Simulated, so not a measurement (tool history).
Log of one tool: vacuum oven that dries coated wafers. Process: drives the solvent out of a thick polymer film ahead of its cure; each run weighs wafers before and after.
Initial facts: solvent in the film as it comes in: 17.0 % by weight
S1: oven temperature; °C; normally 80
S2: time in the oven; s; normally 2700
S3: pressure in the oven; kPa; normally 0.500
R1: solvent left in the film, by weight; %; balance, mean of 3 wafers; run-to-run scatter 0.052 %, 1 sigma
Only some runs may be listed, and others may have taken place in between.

{"run": 1, "hour": 0.0, "S1": 80, "S2": 2700, "S3": 0.5, "R1": 3.86}
{"run": 2, "hour": 77.4, "S1": 80, "S2": 2700, "S3": 0.5, "R1": 3.86}
{"run": 3, "hour": 142.2, "S1": 80, "S2": 2700, "S3": 1.095, "R1": 3.97}
{"run": 4, "hour": 240.9, "S1": 80, "S2": 3300, "S3": 1.095, "R1": 3.11}
{"run": 5, "hour": 311.1, "S1": 80, "S2": 2700, "S3": 0.5, "R1": 3.78}
{"run": 6, "hour": 383.6, "S1": 80, "S2": 2100, "S3": 0.5, "R1": 4.87}
{"run": 7, "hour": 461.7, "S1": 80, "S2": 2100, "S3": 0.5, "R1": 5.07}
{"run": 8, "hour": 559.2, "S1": 80, "S2": 2100, "S3": 0.5, "R1": 5.05}
{"run": 9, "hour": 603.7, "S1": 80, "S2": 2100, "S3": 0.5, "R1": 5.13}
{"run": 10, "hour": 657.2, "S1": 80, "S2": 2100, "S3": 0.5, "R1": 4.97}
{"run": 11, "hour": 721.9, "S1": 80, "S2": 2100, "S3": 0.5, "R1": 4.98}
{"run": 12, "hour": 785.8, "S1": 80, "S2": 3540, "S3": 0.5, "R1": 2.55}
{"run": 13, "hour": 859.3, "S1": 80, "S2": 3540, "S3": 0.5, "R1": 2.64}
{"run": 14, "hour": 939.2, "S1": 80, "S2": 3540, "S3": 0.5, "R1": 2.61}
{"run": 15, "hour": 1025.0, "S1": 80, "S2": 3540, "S3": 0.5, "R1": 2.61}
{"run": 16, "hour": 1075.4, "S1": 80, "S2": 3540, "S3": 0.5, "R1": 2.56}
{"run": 17, "hour": 1163.1, "S1": 80, "S2": 2700, "S3": 0.465, "R1": 3.69}
{"run": 18, "hour": 1242.6, "S1": 80, "S2": 2700, "S3": 0.637, "R1": 3.83}
{"run": 19, "hour": 1325.2, "S1": 80, "S2": 4320, "S3": 0.5, "R1": 1.75}
{"run": 20, "hour": 1386.9, "S1": 80, "S2": 4320, "S3": 0.5, "R1": 1.83}
{"run": 21, "hour": 1473.3, "S1": 80, "S2": 4320, "S3": 0.5, "R1": 1.81}
{"run": 22, "hour": 1513.3, "S1": 80, "S2": 4440, "S3": 0.889, "R1": 1.85}
{"run": 23, "hour": 1583.0, "S1": 76, "S2": 2160, "S3": 0.5, "R1": 6.11}
{"run": 24, "hour": 1647.3, "S1": 76, "S2": 3720, "S3": 0.792, "R1": 3.68}
{"run": 25, "hour": 1729.0, "S1": 85, "S2": 2700, "S3": 0.303, "R1": 2.27}
{"run": 26, "hour": 1787.5, "S1": 83, "S2": 2700, "S3": 1.07, "R1": 3.07}
{"run": 27, "hour": 1849.0, "S1": 89, "S2": 2580, "S3": 0.304, "R1": 1.6}
{"run": 28, "hour": 1936.3, "S1": 89, "S2": 2580, "S3": 0.304, "R1": 1.53}
{"run": 29, "hour": 1987.2, "S1": 71, "S2": 2040, "S3": 1.999, "R1": 8.61}
{"run": 30, "hour": 2061.1, "S1": 94, "S2": 1800, "S3": 0.5, "R1": 1.75}
{"run": 31, "hour": 2159.4, "S1": 94, "S2": 2640, "S3": 0.705, "R1": 0.77}
{"run": 32, "hour": 2244.0, "S1": 92, "S2": 4800, "S3": 0.5, "R1": 0.32}
{"run": 33, "hour": 2332.5, "S1": 83, "S2": 1920, "S3": 0.483, "R1": 4.4}
{"run": 34, "hour": 2382.5, "S1": 81, "S2": 1680, "S3": 0.723, "R1": 5.79}
{"run": 35, "hour": 2463.7, "S1": 69, "S2": 1680, "S3": 1.98, "R1": 9.81}
{"run": 36, "hour": 2541.8, "S1": 69, "S2": 1680, "S3": 1.98, "R1": 9.96}
{"run": 37, "hour": 2637.2, "S1": 80, "S2": 1560, "S3": 0.5, "R1": 6.54}
{"run": 38, "hour": 2733.2, "S1": 80, "S2": 1440, "S3": 0.447, "R1": 6.94}
{"run": 39, "hour": 2790.4, "S1": 83, "S2": 2700, "S3": 0.5, "R1": 2.87}

Taken out of this log: 1 entry between the listed runs. Where each belongs, and how the hidden state differs across it:
Runs 37 to 38: oven's thermocouples calibrated (hour 2694.6)
  true wafer temperature over the reading, C: 0.14 -> -0.03; true pressure over the reading, kPa: 0.045 -> 0.046
